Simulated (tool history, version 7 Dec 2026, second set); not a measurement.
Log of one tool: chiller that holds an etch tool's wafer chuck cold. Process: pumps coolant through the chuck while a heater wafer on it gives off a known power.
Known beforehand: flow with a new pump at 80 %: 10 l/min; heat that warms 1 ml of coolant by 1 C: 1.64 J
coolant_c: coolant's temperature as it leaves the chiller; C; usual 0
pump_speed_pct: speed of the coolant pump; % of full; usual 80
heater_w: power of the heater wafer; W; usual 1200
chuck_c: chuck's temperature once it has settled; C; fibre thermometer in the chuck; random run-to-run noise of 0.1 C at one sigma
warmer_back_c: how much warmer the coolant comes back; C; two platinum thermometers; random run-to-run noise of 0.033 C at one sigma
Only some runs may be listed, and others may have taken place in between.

run	hour	coolant_c	pump_speed_pct	heater_w	chuck_c	warmer_back_c
1	0	0	80	1200	16.2	4.42
2	52.4	0	80	1200	15.9	4.46
3	131.6	0	80	1200	16.1	4.41
4	203.8	0	80	1200	15.9	4.43
5	247.3	0	80	1200	15.9	4.41
6	315.6	0	80	1200	16	4.45
7	398.2	0	80	600	8.4	2.24
8	463.6	0	80	1200	15.9	4.4
9	502.8	-7	80	1291	10.4	4.74
10	557.4	-7	89	1291	9.2	4.26
11	630.6	-7	89	1291	9.2	4.27
12	686.1	3	61	872	17.4	4.26
13	746.1	0	83	777	10.4	2.78
14	809.1	0	83	777	10.3	2.79
15	866.8	0	72	1200	17.5	4.96
16	924.4	-9	80	804	2.2	2.96

Here are 5 independent what-if runs from the current tool condition. What would each one return?
A	982.6	-9	71	804	?	?
B	982.6	9	80	1706	?	?
C	982.6	7	63	1200	?	?
D	982.6	-9	76	804	?	?
E	982.6	-9	80	782	?	?

run	chuck_c	warmer_back_c
A	3.2	3.38
B	32.1	6.29
C	26.3	5.77
D	2.5	3.18
E	2	2.91
What these runs would have given with no unlogged condition in the tool:
run	chuck_c	warmer_back_c
A	1.5	3.31
B	29.5	6.18
C	24.1	5.67
D	0.9	3.12
E	0.5	2.86
